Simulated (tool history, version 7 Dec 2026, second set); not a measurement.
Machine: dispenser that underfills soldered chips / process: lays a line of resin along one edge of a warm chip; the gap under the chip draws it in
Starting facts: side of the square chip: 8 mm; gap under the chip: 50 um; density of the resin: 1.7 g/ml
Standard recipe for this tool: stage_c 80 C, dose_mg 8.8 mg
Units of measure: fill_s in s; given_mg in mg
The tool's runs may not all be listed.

run	day	stage_c	dose_mg	fill_s	given_mg
1	0	80	8.8	155	8.55
# day 0.042: new syringe of resin
2	0.183	80	8.8	114.2	8.52
3	0.525	80	8.18	144.2	7.93
# day 0.679: new syringe of resin
4	0.788	80	8.18	112.5	7.94
5	1.05	76	8.8	152.8	8.53
# day 1.304: new syringe of resin
6	1.304	76	8.8	117.1	8.45
7	1.662	76	8.8	151.9	8.44
# day 1.958: new syringe of resin
8	1.967	76	8.8	118.8	8.45
9	2.233	76	8.8	141.8	8.44
10	2.525	76	8.8	173.4	8.4
# day 2.6: new syringe of resin
11	2.883	83	9.04	114.8	8.59
12	3.204	90	9.58	113.6	9.02
# day 3.242: new syringe of resin
13	3.621	90	9.58	96.1	9.06
# day 3.867: new syringe of resin
14	3.992	90	9.58	83	9.09
15	4.304	87	7.77	114.4	7.28
# day 4.508: new syringe of resin
# day 4.733: dispensing valve cleaned and set on the balance
16	4.771	74	10.98	145.4	11.02
17	5.088	92	8.75	103.7	8.7
# day 5.183: new syringe of resin
18	5.383	76	8.46	136	8.42
19	5.638	76	8.46	161.9	8.45

Predict the results of run 20:
# day 5.808: new syringe of resin
20	5.95	76	8.46	?	?

Run 20 produced fill_s 130.2 s, given_mg 8.35 mg.
On a tool with no hidden condition, and with the same random variation, this run would have come out at fill_s 119.8 s, given_mg 8.41 mg.

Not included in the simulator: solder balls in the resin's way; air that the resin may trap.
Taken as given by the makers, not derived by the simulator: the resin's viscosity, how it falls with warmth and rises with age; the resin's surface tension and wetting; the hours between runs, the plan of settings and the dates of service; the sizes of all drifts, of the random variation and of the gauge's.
